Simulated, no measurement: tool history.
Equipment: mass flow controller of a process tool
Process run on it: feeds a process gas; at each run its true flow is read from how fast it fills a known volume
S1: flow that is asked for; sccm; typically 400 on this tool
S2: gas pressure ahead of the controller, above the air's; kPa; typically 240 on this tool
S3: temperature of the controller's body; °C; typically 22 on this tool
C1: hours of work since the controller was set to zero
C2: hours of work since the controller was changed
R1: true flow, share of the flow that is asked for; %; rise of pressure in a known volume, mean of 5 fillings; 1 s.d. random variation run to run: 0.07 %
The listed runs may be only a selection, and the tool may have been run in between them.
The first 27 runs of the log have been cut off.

Run 28, hour 6952.7: usual settings but S2 170 kPa, S3 30 °C; C1 637; C2 5164. Result: R1 97.86 %.
Run 29, hour 7297.1: usual settings but S2 170 kPa, S3 30 °C; C1 902; C2 5429. Result: R1 97.94 %.
Run 30, hour 7484.4: usual settings but S2 170 kPa, S3 30 °C; C1 1046; C2 5573. Result: R1 97.84 %.
Run 31, hour 7817.3: usual settings but S1 261 sccm, S2 231 kPa, S3 23 °C; C1 1302; C2 5829. Result: R1 98.29 %.
Run 32, hour 8115.8: usual settings but S1 261 sccm, S2 231 kPa, S3 23 °C; C1 1532; C2 6058. Result: R1 98.08 %.
Run 33, hour 8308.1: usual settings but S1 261 sccm, S2 231 kPa, S3 23 °C; C1 1680; C2 6206. Result: R1 98.05 %.
Run 34, hour 8515.0: usual settings but S3 20 °C; C1 1839; C2 6365. Result: R1 98.70 %.
Run 35, hour 8679.4: usual settings but S1 293 sccm, S2 144 kPa, S3 31 °C; C1 1965; C2 6492. Result: R1 97.48 %.
Run 36, hour 8968.1: usual settings but S1 263 sccm, S3 38 °C; C1 2187; C2 6714. Result: R1 97.32 %.
Run 37, hour 9347.4: usual settings but S2 273 kPa; C1 2479; C2 7006. Result: R1 98.70 %.
Run 38, hour 9696.3: usual settings but S1 103 sccm, S2 158 kPa, S3 31 °C; C1 2748; C2 7274. Result: R1 96.92 %.
Run 39, hour 9969.7: usual settings but S1 111 sccm, S3 31 °C; C1 2958; C2 7485. Result: R1 97.24 %.
Run 40, hour 10205.0: usual settings but S1 211 sccm, S2 184 kPa, S3 36 °C; C1 3139; C2 7666. Result: R1 97.21 %.
Run 41, hour 10525.3: usual settings but S1 689 sccm, S2 164 kPa, S3 37 °C; C1 3385; C2 7912. Result: R1 98.25 %.
Run 42, hour 10718.9: usual settings but S2 197 kPa, S3 23 °C; C1 3534; C2 8061. Result: R1 98.39 %.
Run 43, hour 11014.5: usual settings but S2 197 kPa, S3 23 °C; C1 3762; C2 8288. Result: R1 98.34 %.
Run 44, hour 11225.8: usual settings but S1 227 sccm, S3 34 °C; C1 3924; C2 8451. Result: R1 97.54 %.
Run 45, hour 11440.5: usual settings but S1 156 sccm, S2 192 kPa, S3 21 °C; C1 4090; C2 8616. Result: R1 97.59 %.
Run 46, hour 11809.3: usual settings but S1 632 sccm, S2 142 kPa, S3 29 °C; C1 4373; C2 8900. Result: R1 98.47 %.
At hour 12013.5: controller's zero set anew.
Run 47, hour 12169.1: usual settings but S2 156 kPa, S3 37 °C; C1 120; C2 9176. Result: R1 97.47 %.

5 options for the next run, each taken on its own from the tool as it stands now. Forecast them:
Run A, hour 12350.7: usual settings but S2 165 kPa, S3 33 °C; C1 259; C2 9316. Result: R1 ?.
Run B, hour 12350.7: usual settings but S1 481 sccm, S3 40 °C; C1 259; C2 9316. Result: R1 ?.
Run C, hour 12350.7: usual settings but S1 598 sccm, S2 173 kPa, S3 37 °C; C1 259; C2 9316. Result: R1 ?.
Run D, hour 12350.7: usual settings but S3 31 °C; C1 259; C2 9316. Result: R1 ?.
Run E, hour 12350.7: usual settings but S1 850 sccm, S3 30 °C; C1 259; C2 9316. Result: R1 ?.

run     R1
  A  97.72
  B  97.94
  C  98.23
  D  98.15
  E  99.52
Stripped of hidden state, with their random variation kept, the same runs would have yielded:
run     R1
  A  97.74
  B  97.97
  C  98.26
  D  98.18
  E  99.55

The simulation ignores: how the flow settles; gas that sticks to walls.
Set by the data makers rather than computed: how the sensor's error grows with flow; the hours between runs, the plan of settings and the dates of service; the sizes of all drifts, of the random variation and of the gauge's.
